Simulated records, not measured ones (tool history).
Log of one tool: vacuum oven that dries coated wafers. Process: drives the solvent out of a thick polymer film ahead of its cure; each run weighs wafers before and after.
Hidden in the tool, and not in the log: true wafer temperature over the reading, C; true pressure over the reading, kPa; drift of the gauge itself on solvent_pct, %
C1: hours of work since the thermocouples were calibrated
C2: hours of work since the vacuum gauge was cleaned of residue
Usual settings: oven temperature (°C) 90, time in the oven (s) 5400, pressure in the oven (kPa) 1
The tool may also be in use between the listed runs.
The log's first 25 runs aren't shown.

Run 26, hour 1024.9: usual settings but oven temperature (°C) 92, time in the oven (s) 3060, pressure in the oven (kPa) 0.57; C1 75; C2 2124. Result: solvent left in the film (%) 4.95.
Run 27, hour 1083.4: usual settings but oven temperature (°C) 92, pressure in the oven (kPa) 0.88; C1 118; C2 2167. Result: solvent left in the film (%) 2.6.
Run 28, hour 1116.6: usual settings but oven temperature (°C) 104, pressure in the oven (kPa) 3; C1 142; C2 2191. Result: solvent left in the film (%) 2.46.
Run 29, hour 1157.7: usual settings but pressure in the oven (kPa) 0.54; C1 172; C2 2221. Result: solvent left in the film (%) 2.7.
Run 30, hour 1213.4: usual settings but pressure in the oven (kPa) 0.54; C1 212; C2 2261. Result: solvent left in the film (%) 2.66.
Run 31, hour 1246: usual settings but pressure in the oven (kPa) 0.54; C1 236; C2 2285. Result: solvent left in the film (%) 2.67.
Run 32, hour 1282.8: usual settings but oven temperature (°C) 89, time in the oven (s) 3180; C1 263; C2 2312. Result: solvent left in the film (%) 6.02.
Run 33, hour 1334.9: usual settings but oven temperature (°C) 93, time in the oven (s) 9480, pressure in the oven (kPa) 0.5; C1 300; C2 2350. Result: solvent left in the film (%) 0.79.
Run 34, hour 1365.4: usual settings but oven temperature (°C) 93, time in the oven (s) 9480, pressure in the oven (kPa) 1.9; C1 323; C2 2372. Result: solvent left in the film (%) 2.34.
Run 35, hour 1420.8: usual settings but pressure in the oven (kPa) 1.28; C1 363; C2 2412. Result: solvent left in the film (%) 3.51.
Run 36, hour 1480.2: usual settings but oven temperature (°C) 89, time in the oven (s) 2700, pressure in the oven (kPa) 0.7; C1 406; C2 2455. Result: solvent left in the film (%) 6.62.
Run 37, hour 1540.6: usual settings but oven temperature (°C) 76, time in the oven (s) 3360, pressure in the oven (kPa) 1.25; C1 450; C2 2499. Result: solvent left in the film (%) 10.16.
Run 38, hour 1582.3: usual settings but oven temperature (°C) 76, time in the oven (s) 3360, pressure in the oven (kPa) 1.25; C1 480; C2 2530. Result: solvent left in the film (%) 10.01.
Run 39, hour 1627.3: usual settings but oven temperature (°C) 76, time in the oven (s) 3360, pressure in the oven (kPa) 1.25; C1 513; C2 2562. Result: solvent left in the film (%) 9.94.
Run 40, hour 1653.8: usual settings but oven temperature (°C) 76, time in the oven (s) 3360, pressure in the oven (kPa) 1.25; C1 532; C2 2582. Result: solvent left in the film (%) 10.06.
Run 41, hour 1681.3: usual settings but oven temperature (°C) 87, time in the oven (s) 4500, pressure in the oven (kPa) 1.55; C1 552; C2 2602. Result: solvent left in the film (%) 5.49.

Forecast each of these 3 alternatives for the next run:
Run A, hour 1716.5: usual settings but oven temperature (°C) 97, time in the oven (s) 4320, pressure in the oven (kPa) 2.05; C1 578; C2 2627. Result: solvent left in the film (%) ?.
Run B, hour 1716.5: usual settings but oven temperature (°C) 101, time in the oven (s) 2820, pressure in the oven (kPa) 3.5; C1 578; C2 2627. Result: solvent left in the film (%) ?.
Run C, hour 1716.5: usual settings but oven temperature (°C) 87, time in the oven (s) 3840, pressure in the oven (kPa) 1.55; C1 578; C2 2627. Result: solvent left in the film (%) ?.

run  solvent left in the film (%)
  A                          3.35
  B                          5.12
  C                          6.17
Without the tool's hidden state the same runs would have given:
run  solvent left in the film (%)
  A                          3.35
  B                          5.12
  C                          6.17
